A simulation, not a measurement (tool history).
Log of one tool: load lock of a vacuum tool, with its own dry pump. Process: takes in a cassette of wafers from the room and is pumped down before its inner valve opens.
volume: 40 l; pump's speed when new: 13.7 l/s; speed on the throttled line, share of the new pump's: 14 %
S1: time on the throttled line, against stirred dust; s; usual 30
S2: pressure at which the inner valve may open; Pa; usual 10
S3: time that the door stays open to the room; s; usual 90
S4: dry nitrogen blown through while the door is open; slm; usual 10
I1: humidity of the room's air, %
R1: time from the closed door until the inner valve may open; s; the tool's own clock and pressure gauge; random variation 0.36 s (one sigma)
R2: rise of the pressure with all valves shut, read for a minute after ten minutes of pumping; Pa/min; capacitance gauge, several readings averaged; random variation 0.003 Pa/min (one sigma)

{"run": 1, "day": 0.0, "S1": 30, "S2": 10, "S3": 90, "S4": 10, "I1": 43.8, "R1": 53.6, "R2": 0.582}
{"run": 2, "day": 3.446, "S1": 30, "S2": 11, "S3": 90, "S4": 10, "I1": 46.5, "R1": 53.3, "R2": 0.593}
{"run": 3, "day": 6.342, "S1": 30, "S2": 11, "S3": 90, "S4": 10, "I1": 45.1, "R1": 53.3, "R2": 0.6}
{"run": 4, "day": 8.521, "S1": 30, "S2": 11, "S3": 90, "S4": 10, "I1": 44.3, "R1": 52.7, "R2": 0.602}
{"run": 5, "day": 13.654, "S1": 30, "S2": 11, "S3": 90, "S4": 10, "I1": 44.9, "R1": 52.9, "R2": 0.631}
{"run": 6, "day": 17.188, "S1": 30, "S2": 11, "S3": 90, "S4": 10, "I1": 43.8, "R1": 53.3, "R2": 0.599}
{"run": 7, "day": 22.254, "S1": 30, "S2": 11, "S3": 90, "S4": 10, "I1": 43.5, "R1": 53.1, "R2": 0.62}
{"run": 8, "day": 25.396, "S1": 30, "S2": 11, "S3": 90, "S4": 10, "I1": 44.9, "R1": 53.4, "R2": 0.634}
{"run": 9, "day": 30.438, "S1": 30, "S2": 11, "S3": 90, "S4": 10, "I1": 46.4, "R1": 54, "R2": 0.05}
{"run": 10, "day": 35.142, "S1": 30, "S2": 11, "S3": 90, "S4": 10, "I1": 46.4, "R1": 53.2, "R2": 0.05}
{"run": 11, "day": 37.554, "S1": 30, "S2": 11, "S3": 90, "S4": 10, "I1": 47.8, "R1": 53.1, "R2": 0.053}
{"run": 12, "day": 41.179, "S1": 30, "S2": 10, "S3": 90, "S4": 7, "I1": 41.9, "R1": 53.5, "R2": 0.052}
{"run": 13, "day": 45.275, "S1": 30, "S2": 10, "S3": 90, "S4": 10, "I1": 44.6, "R1": 54.1, "R2": 0.058}
{"run": 14, "day": 50.271, "S1": 30, "S2": 10, "S3": 90, "S4": 10, "I1": 48.7, "R1": 53.6, "R2": 0.062}
{"run": 15, "day": 54.004, "S1": 15, "S2": 10, "S3": 90, "S4": 10, "I1": 43.9, "R1": 40.6, "R2": 0.052}
{"run": 16, "day": 56.946, "S1": 15, "S2": 10, "S3": 90, "S4": 10, "I1": 47, "R1": 40.8, "R2": 0.064}
{"run": 17, "day": 60.467, "S1": 30, "S2": 10, "S3": 90, "S4": 10, "I1": 44.2, "R1": 53.4, "R2": 0.058}
{"run": 18, "day": 62.95, "S1": 30, "S2": 14, "S3": 90, "S4": 10, "I1": 45.5, "R1": 53, "R2": 0.057}
{"run": 19, "day": 65.796, "S1": 30, "S2": 14, "S3": 90, "S4": 10, "I1": 46.4, "R1": 52.7, "R2": 0.064}
{"run": 20, "day": 68.35, "S1": 30, "S2": 14, "S3": 90, "S4": 10, "I1": 42.3, "R1": 53.6, "R2": 0.055}
{"run": 21, "day": 72.404, "S1": 44, "S2": 9, "S3": 63, "S4": 31, "I1": 47.4, "R1": 66.6, "R2": 0.047}
{"run": 22, "day": 77.667, "S1": 38, "S2": 9, "S3": 90, "S4": 7, "I1": 45.6, "R1": 61.5, "R2": 0.072}
{"run": 23, "day": 82.738, "S1": 32, "S2": 12, "S3": 124, "S4": 30, "I1": 44.5, "R1": 54.9, "R2": 0.057}
{"run": 24, "day": 87.829, "S1": 32, "S2": 12, "S3": 124, "S4": 30, "I1": 46.2, "R1": 54.6, "R2": 0.059}
{"run": 25, "day": 90.55, "S1": 32, "S2": 12, "S3": 124, "S4": 30, "I1": 42, "R1": 54.7, "R2": 0.055}
{"run": 26, "day": 95.658, "S1": 17, "S2": 10, "S3": 90, "S4": 10, "I1": 47, "R1": 43.2, "R2": 0.072}
{"run": 27, "day": 100.771, "S1": 26, "S2": 14, "S3": 41, "S4": 7, "I1": 45.1, "R1": 49, "R2": 0.061}
{"run": 28, "day": 103.625, "S1": 30, "S2": 10, "S3": 190, "S4": 21, "I1": 46.5, "R1": 53.9, "R2": 0.083}
{"run": 29, "day": 108.883, "S1": 47, "S2": 12, "S3": 90, "S4": 10, "I1": 43.7, "R1": 68.1, "R2": 0.077}
{"run": 30, "day": 113.521, "S1": 57, "S2": 9, "S3": 90, "S4": 10, "I1": 46.6, "R1": 77.3, "R2": 0.079}
{"run": 31, "day": 118.758, "S1": 57, "S2": 9, "S3": 90, "S4": 10, "I1": 43, "R1": 77.6, "R2": 0.074}
{"run": 32, "day": 123.212, "S1": 57, "S2": 9, "S3": 90, "S4": 10, "I1": 44.3, "R1": 77.8, "R2": 0.08}
{"run": 33, "day": 127.758, "S1": 57, "S2": 9, "S3": 90, "S4": 10, "I1": 45.6, "R1": 77.9, "R2": 0.084}
{"run": 34, "day": 130.688, "S1": 54, "S2": 9, "S3": 159, "S4": 4, "I1": 46, "R1": 75, "R2": 0.114}
{"run": 35, "day": 134.05, "S1": 54, "S2": 9, "S3": 159, "S4": 4, "I1": 40.8, "R1": 74.8, "R2": 0.109}
{"run": 36, "day": 136.979, "S1": 17, "S2": 11, "S3": 103, "S4": 28, "I1": 44.9, "R1": 43, "R2": 0.076}
{"run": 37, "day": 139.267, "S1": 30, "S2": 13, "S3": 90, "S4": 9, "I1": 46, "R1": 53.2, "R2": 0.092}

Not shown: 1 entry that the log had between the listed runs. Between which runs, and how does the tool's hidden state differ before and after?
Between runs 8 and 9: door's seal changed, seat wiped (day 27.458)
  pump's speed, % of a new pump's: 97 -> 96.9; leak at the door's seal, Pa l/s: 0.3911 -> 0.0018
  measured less the result without the state, R1: +0.7 -> +0.7 s; R2: +0.583 -> +0 Pa/min
